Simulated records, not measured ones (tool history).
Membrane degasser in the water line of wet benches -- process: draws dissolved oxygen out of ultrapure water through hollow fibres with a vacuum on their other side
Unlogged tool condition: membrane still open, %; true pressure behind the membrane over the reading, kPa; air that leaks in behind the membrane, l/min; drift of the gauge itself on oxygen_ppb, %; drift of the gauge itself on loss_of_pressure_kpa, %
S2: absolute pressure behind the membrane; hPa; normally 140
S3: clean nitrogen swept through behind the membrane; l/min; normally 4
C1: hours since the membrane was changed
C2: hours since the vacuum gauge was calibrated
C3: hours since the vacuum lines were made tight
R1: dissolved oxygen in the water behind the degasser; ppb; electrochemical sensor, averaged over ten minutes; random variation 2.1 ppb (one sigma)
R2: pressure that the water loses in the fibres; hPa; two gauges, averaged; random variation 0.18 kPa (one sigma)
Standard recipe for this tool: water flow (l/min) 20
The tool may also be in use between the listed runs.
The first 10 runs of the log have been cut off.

Run 11, hour 465.1: usual settings but water flow (l/min) 18; C1 502; C2 4971; C3 5401. Result: R1 168.9 ppb, R2 313.4 hPa.
Run 12, hour 497.7: usual settings but water flow (l/min) 18; C1 535; C2 5004; C3 5434. Result: R1 172.1 ppb, R2 312.3 hPa.
Run 13, hour 546.4: usual settings but water flow (l/min) 18; C1 584; C2 5052; C3 5483. Result: R1 165 ppb, R2 311 hPa.
Run 14, hour 582.6: usual settings but water flow (l/min) 18; C1 620; C2 5089; C3 5519. Result: R1 170 ppb, R2 314.5 hPa.
Run 15, hour 641.2: usual settings but water flow (l/min) 18; C1 678; C2 5147; C3 5577. Result: R1 169.1 ppb, R2 314.3 hPa.
Run 16, hour 687.3: usual settings but water flow (l/min) 18; C1 725; C2 5193; C3 5624. Result: R1 169.9 ppb, R2 313.4 hPa.
Run 17, hour 725.4: usual settings but water flow (l/min) 17, S2 118 hPa; C1 763; C2 5231; C3 5662. Result: R1 128.5 ppb, R2 294.2 hPa.
Run 18, hour 782.3: usual settings but water flow (l/min) 17, S2 118 hPa; C1 820; C2 5288; C3 5719. Result: R1 129 ppb, R2 296.3 hPa.
Run 19, hour 846.5: usual settings; C1 884; C2 5352; C3 5783. Result: R1 210.7 ppb, R2 344.2 hPa.
Run 20, hour 910.1: usual settings; C1 947; C2 5416; C3 5846. Result: R1 209.3 ppb, R2 345.8 hPa.
Run 21, hour 941.6: usual settings but water flow (l/min) 18, S3 3.49 l/min; C1 979; C2 5448; C3 5878. Result: R1 186.7 ppb, R2 311.5 hPa.
Run 22, hour 991: usual settings but water flow (l/min) 17, S2 280 hPa; C1 1028; C2 5497; C3 5927. Result: R1 290.8 ppb, R2 294.6 hPa.
Run 23, hour 1036.2: usual settings but S2 136 hPa, S3 4.66 l/min; C1 1073; C2 5542; C3 5972. Result: R1 185.9 ppb, R2 346.1 hPa.
Run 24, hour 1075.9: usual settings but water flow (l/min) 16, S3 2.43 l/min; C1 1113; C2 5582; C3 6012. Result: R1 200.3 ppb, R2 276.2 hPa.
Run 25, hour 1123.8: usual settings but water flow (l/min) 16, S2 125 hPa, S3 4.37 l/min; C1 1161; C2 5630; C3 6060. Result: R1 113.5 ppb, R2 277 hPa.
Run 26, hour 1151.3: usual settings but water flow (l/min) 16, S2 125 hPa, S3 2.14 l/min; C1 1189; C2 5657; C3 6088. Result: R1 197.1 ppb, R2 277.4 hPa.
Run 27, hour 1203: usual settings but S2 111 hPa, S3 3.23 l/min; C1 1240; C2 5709; C3 6139. Result: R1 198.4 ppb, R2 347.9 hPa.
Run 28, hour 1249.9: usual settings but S2 111 hPa, S3 3.23 l/min; C1 1287; C2 5756; C3 6186. Result: R1 196 ppb, R2 347.4 hPa.
Run 29, hour 1310: usual settings but water flow (l/min) 31, S2 250 hPa, S3 3.52 l/min; C1 1347; C2 5816; C3 6246. Result: R1 749.3 ppb, R2 537.9 hPa.
Run 30, hour 1348.1: usual settings but water flow (l/min) 31, S2 250 hPa, S3 3.52 l/min; C1 1385; C2 5854; C3 6284. Result: R1 751.8 ppb, R2 536.6 hPa.

What will run 31 give?
Run 31, hour 1382.1: usual settings but S3 4.08 l/min; C1 1419; C2 5888; C3 6318. Result: R1 ?, R2 ?.

Run 31 yielded R1 208.8 ppb, R2 349.6 hPa.
Minus the tool's unlogged condition, the same run would have read R1 204.1 ppb, R2 346.9 hPa.
